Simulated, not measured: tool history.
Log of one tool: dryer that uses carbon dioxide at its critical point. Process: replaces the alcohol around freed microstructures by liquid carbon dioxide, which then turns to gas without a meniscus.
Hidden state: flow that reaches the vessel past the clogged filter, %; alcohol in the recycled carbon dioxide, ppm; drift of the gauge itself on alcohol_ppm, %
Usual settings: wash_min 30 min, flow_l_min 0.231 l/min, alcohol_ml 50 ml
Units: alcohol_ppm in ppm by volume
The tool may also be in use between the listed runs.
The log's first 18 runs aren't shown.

run	day	wash_min	flow_l_min	alcohol_ml	hours of work since the filter was changed	hours of work since the purifier's bed was changed	alcohol_ppm
19	15.254	30	0.231	50	20	78	119
20	15.842	30	0.231	50	28	87	116
21	16.679	30	0.231	50	40	99	125
22	17.642	30	0.231	50	54	112	143
23	18.462	21	0.21	57	65	124	1021
24	19.308	19	0.21	106	77	136	2652
25	19.942	36	0.149	34	86	145	307
26	20.983	36	0.204	37	101	159	113
27	21.854	23	0.231	50	113	171	459
28	22.767	44	0.157	45	126	184	154
29	23.583	39	0.157	50	138	196	272
30	24.654	39	0.157	50	153	211	295

Run 31 comes next. What will it give?
31	25.271	39	0.157	50	161	220	?

{"run 31": {"alcohol_ppm": 290}}
Without the tool's hidden state the same run would have given alcohol_ppm 161 ppm by volume.

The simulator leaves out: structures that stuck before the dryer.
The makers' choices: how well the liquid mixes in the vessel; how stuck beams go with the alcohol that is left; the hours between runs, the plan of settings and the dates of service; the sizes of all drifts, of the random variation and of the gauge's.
